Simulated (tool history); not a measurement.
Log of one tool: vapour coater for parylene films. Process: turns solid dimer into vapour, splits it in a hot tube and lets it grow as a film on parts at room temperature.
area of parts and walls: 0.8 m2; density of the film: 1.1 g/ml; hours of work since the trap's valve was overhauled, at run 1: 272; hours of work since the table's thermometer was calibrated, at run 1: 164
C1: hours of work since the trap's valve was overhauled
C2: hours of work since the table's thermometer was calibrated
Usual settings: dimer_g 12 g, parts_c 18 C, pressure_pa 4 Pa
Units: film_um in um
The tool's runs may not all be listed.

run 1 hour=0 | dimer_g=12 parts_c=18 pressure_pa=4 | C1=272 C2=164 | film_um=8.13
run 2 hour=13.8 | dimer_g=12 parts_c=18 pressure_pa=4 | C1=281 C2=174 | film_um=8.14
run 3 hour=21.3 | dimer_g=12 parts_c=18 pressure_pa=4 | C1=287 C2=179 | film_um=8.24
run 4 hour=32.7 | dimer_g=12 parts_c=18 pressure_pa=4 | C1=295 C2=187 | film_um=8.14
run 5 hour=39.4 | dimer_g=12 parts_c=18 pressure_pa=4 | C1=299 C2=192 | film_um=8.1
run 6 hour=49.2 | dimer_g=12 parts_c=17 pressure_pa=4 | C1=306 C2=198 | film_um=8.37
run 7 hour=64.3 | dimer_g=12 parts_c=18 pressure_pa=4 | C1=316 C2=209 | film_um=8.19
run 8 hour=72.4 | dimer_g=12 parts_c=18 pressure_pa=4 | C1=322 C2=215 | film_um=8.07
run 9 hour=85.4 | dimer_g=12 parts_c=18 pressure_pa=4 | C1=331 C2=224 | film_um=8.13
run 10 hour=99 | dimer_g=12 parts_c=18 pressure_pa=4 | C1=341 C2=233 | film_um=8.17
run 11 hour=113.9 | dimer_g=12 parts_c=24 pressure_pa=4 | C1=351 C2=243 | film_um=7.34
run 12 hour=124.6 | dimer_g=12 parts_c=24 pressure_pa=4 | C1=358 C2=251 | film_um=7.21
run 13 hour=132 | dimer_g=12 parts_c=24 pressure_pa=4 | C1=363 C2=256 | film_um=7.27
run 14 hour=142.4 | dimer_g=22 parts_c=24 pressure_pa=4 | C1=371 C2=263 | film_um=13.45
run 15 hour=152.6 | dimer_g=22 parts_c=24 pressure_pa=4 | C1=378 C2=270 | film_um=13.45
run 16 hour=160.6 | dimer_g=22 parts_c=24 pressure_pa=4 | C1=383 C2=276 | film_um=13.44
run 17 hour=176.6 | dimer_g=22 parts_c=24 pressure_pa=2.67 | C1=394 C2=287 | film_um=14.69
run 18 hour=187.1 | dimer_g=22 parts_c=24 pressure_pa=2.67 | C1=402 C2=294 | film_um=14.92
run 19 hour=195.3 | dimer_g=22 parts_c=24 pressure_pa=2.67 | C1=407 C2=300 | film_um=15.07
run 20 hour=207.8 | dimer_g=22 parts_c=24 pressure_pa=2.67 | C1=416 C2=308 | film_um=15.04
run 21 hour=217.1 | dimer_g=22 parts_c=24 pressure_pa=2.67 | C1=422 C2=315 | film_um=14.87
run 22 hour=227.5 | dimer_g=12 parts_c=18 pressure_pa=2.43 | C1=430 C2=322 | film_um=9.26
run 23 hour=237.4 | dimer_g=12 parts_c=18 pressure_pa=4 | C1=437 C2=329 | film_um=8.13
run 24 hour=251.1 | dimer_g=12 parts_c=18 pressure_pa=4 | C1=446 C2=338 | film_um=8.15
run 25 hour=263.5 | dimer_g=17 parts_c=16 pressure_pa=3.19 | C1=455 C2=347 | film_um=12.79
run 26 hour=273.3 | dimer_g=9 parts_c=28 pressure_pa=8.07 | C1=461 C2=354 | film_um=4.34
run 27 hour=284.7 | dimer_g=9 parts_c=28 pressure_pa=8.07 | C1=469 C2=362 | film_um=4.29
run 28 hour=294.5 | dimer_g=13 parts_c=13 pressure_pa=4.92 | C1=476 C2=369 | film_um=9.21
run 29 hour=302.2 | dimer_g=13 parts_c=13 pressure_pa=4.92 | C1=481 C2=374 | film_um=9.21
run 30 hour=318.6 | dimer_g=13 parts_c=13 pressure_pa=4.92 | C1=493 C2=385 | film_um=9.27
run 31 hour=327 | dimer_g=13 parts_c=13 pressure_pa=4.92 | C1=499 C2=391 | film_um=9.21
-- hour=340.3 trap's valve overhauled
run 32 hour=343.1 | dimer_g=13 parts_c=13 pressure_pa=4.92 | C1=2 C2=400 | film_um=9.24
run 33 hour=353.2 | dimer_g=6 parts_c=19 pressure_pa=8.73 | C1=9 C2=407 | film_um=3.35
run 34 hour=362.2 | dimer_g=6 parts_c=19 pressure_pa=8.73 | C1=15 C2=413 | film_um=3.35
run 35 hour=374 | dimer_g=6 parts_c=19 pressure_pa=8.73 | C1=23 C2=421 | film_um=3.31
run 36 hour=382.7 | dimer_g=8 parts_c=20 pressure_pa=2.35 | C1=29 C2=427 | film_um=5.92
run 37 hour=391 | dimer_g=12 parts_c=11 pressure_pa=7.1 | C1=35 C2=433 | film_um=8.15
run 38 hour=403.3 | dimer_g=17 parts_c=13 pressure_pa=4 | C1=44 C2=441 | film_um=12.58
run 39 hour=419.8 | dimer_g=11 parts_c=25 pressure_pa=3.82 | C1=55 C2=453 | film_um=6.71
run 40 hour=426.6 | dimer_g=11 parts_c=25 pressure_pa=3.82 | C1=60 C2=457 | film_um=6.74
run 41 hour=442.6 | dimer_g=20 parts_c=11 pressure_pa=3.71 | C1=71 C2=469 | film_um=15.91
run 42 hour=453.8 | dimer_g=20 parts_c=11 pressure_pa=3.71 | C1=79 C2=476 | film_um=15.91
run 43 hour=464.3 | dimer_g=20 parts_c=11 pressure_pa=3.71 | C1=86 C2=484 | film_um=15.75
run 44 hour=477.8 | dimer_g=12 parts_c=14 pressure_pa=5.71 | C1=95 C2=493 | film_um=7.96
run 45 hour=490.4 | dimer_g=12 parts_c=14 pressure_pa=5.71 | C1=104 C2=502 | film_um=8.03
run 46 hour=503.8 | dimer_g=12 parts_c=14 pressure_pa=5.71 | C1=113 C2=511 | film_um=8.15
run 47 hour=518.5 | dimer_g=12 parts_c=15 pressure_pa=2.5 | C1=124 C2=521 | film_um=9.67

4 ways to go on from here, each from the tool as it stands after run 47. What would each give?
run A hour=532.3 | dimer_g=7 parts_c=16 pressure_pa=3.93 | C1=133 C2=531 | film_um=?
run B hour=532.3 | dimer_g=10 parts_c=15 pressure_pa=2.5 | C1=133 C2=531 | film_um=?
run C hour=532.3 | dimer_g=13 parts_c=15 pressure_pa=2.5 | C1=133 C2=531 | film_um=?
run D hour=532.3 | dimer_g=12 parts_c=19 pressure_pa=2.5 | C1=133 C2=531 | film_um=?

run=A film_um=4.98
run=B film_um=8.16
run=C film_um=10.52
run=D film_um=9.09
Without the tool's hidden state the same runs would have given:
run=A film_um=4.99
run=B film_um=8.18
run=C film_um=10.54
run=D film_um=9.11
